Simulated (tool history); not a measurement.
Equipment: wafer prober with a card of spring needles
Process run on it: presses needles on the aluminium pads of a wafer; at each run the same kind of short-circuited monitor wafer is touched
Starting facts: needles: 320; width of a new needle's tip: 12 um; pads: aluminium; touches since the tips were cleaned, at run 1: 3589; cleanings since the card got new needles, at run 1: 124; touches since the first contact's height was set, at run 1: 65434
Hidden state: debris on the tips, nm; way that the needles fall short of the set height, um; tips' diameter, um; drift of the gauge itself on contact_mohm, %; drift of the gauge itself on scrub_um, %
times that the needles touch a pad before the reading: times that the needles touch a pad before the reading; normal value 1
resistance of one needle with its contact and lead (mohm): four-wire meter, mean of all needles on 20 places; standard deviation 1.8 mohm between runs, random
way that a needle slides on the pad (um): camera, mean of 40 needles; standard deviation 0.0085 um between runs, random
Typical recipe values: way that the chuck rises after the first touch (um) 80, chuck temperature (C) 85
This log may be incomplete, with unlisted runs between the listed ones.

| run | hour | way that the chuck rises after the first touch (um) | chuck temperature (C) | times that the needles touch a pad before the reading | touches since the tips were cleaned | cleanings since the card got new needles | touches since the first contact's height was set | resistance of one needle with its contact and lead (mohm) | way that a needle slides on the pad (um) |
|---|---|---|---|---|---|---|---|---|---|
| 1 | 0 | 80 | 85 | 1 | 3589 | 124 | 65434 | 192 | 11.346 |
|  | 4.3 | tips cleaned on abrasive film |
|  | 16.4 | tips cleaned on abrasive film |
| 2 | 18.9 | 63 | 85 | 1 | 1415 | 126 | 76023 | 197 | 8.919 |
|  | 28.4 | tips cleaned on abrasive film |
|  | 40.2 | tips cleaned on abrasive film |
|  | 51.6 | tips cleaned on abrasive film |
| 3 | 51.6 | 63 | 85 | 1 | 0 | 129 | 94321 | 192 | 8.936 |
|  | 64.3 | tips cleaned on abrasive film |
|  | 67.2 | height of the first contact set anew |
|  | 75.8 | tips cleaned on abrasive film |
| 4 | 75.8 | 84 | 85 | 1 | 0 | 131 | 4787 | 191 | 11.891 |
|  | 86.3 | tips cleaned on abrasive film |
|  | 97.3 | tips cleaned on abrasive film |
| 5 | 99.6 | 84 | 85 | 2 | 1263 | 133 | 18127 | 191 | 11.91 |
|  | 109.5 | tips cleaned on abrasive film |
|  | 121.6 | tips cleaned on abrasive film |
| 6 | 129.1 | 84 | 85 | 2 | 4233 | 135 | 34700 | 193 | 11.896 |
|  | 134 | tips cleaned on abrasive film |
|  | 146.1 | tips cleaned on abrasive film |
|  | 156.9 | tips cleaned on abrasive film |
| 7 | 161.4 | 84 | 85 | 2 | 2565 | 138 | 52792 | 192 | 11.883 |
|  | 168.9 | tips cleaned on abrasive film |
|  | 180.7 | tips cleaned on abrasive film |
|  | 193.3 | tips cleaned on abrasive film |
| 8 | 201.2 | 80 | 85 | 1 | 4465 | 141 | 75105 | 193 | 11.322 |
|  | 205 | tips cleaned on abrasive film |
|  | 216 | tips cleaned on abrasive film |
| 9 | 220.7 | 80 | 85 | 1 | 2701 | 143 | 86050 | 189 | 11.296 |
|  | 228 | tips cleaned on abrasive film |
| 10 | 237.9 | 80 | 85 | 1 | 5614 | 144 | 95715 | 190 | 11.314 |
|  | 240.6 | tips cleaned on abrasive film |
|  | 250.5 | height of the first contact set anew |
|  | 252.9 | tips cleaned on abrasive film |
| 11 | 257.8 | 91 | 27 | 3 | 2765 | 146 | 4065 | 173 | 12.867 |
|  | 264.1 | tips cleaned on abrasive film |
|  | 275.3 | tips cleaned on abrasive film |
|  | 287.8 | tips cleaned on abrasive film |
| 12 | 295.5 | 91 | 81 | 3 | 4394 | 149 | 25250 | 189 | 12.853 |
|  | 300.1 | tips cleaned on abrasive film |
|  | 312.5 | tips cleaned on abrasive film |
|  | 323.2 | tips cleaned on abrasive film |
| 13 | 332.5 | 69 | 85 | 1 | 5260 | 152 | 45954 | 191 | 9.743 |

The next listed run, before its measurement:
|  | 334.9 | tips cleaned on abrasive film |
|  | 346.6 | tips cleaned on abrasive film |
|  | 359.6 | tips cleaned on abrasive film |
| 14 | 361 | 91 | 85 | 1 | 799 | 155 | 61903 | ? | ? |

resistance of one needle with its contact and lead (mohm): 190
way that a needle slides on the pad (um): 12.844
Had the tool carried no hidden state, the very same run would have given resistance of one needle with its contact and lead (mohm) 190, way that a needle slides on the pad (um) 12.905.
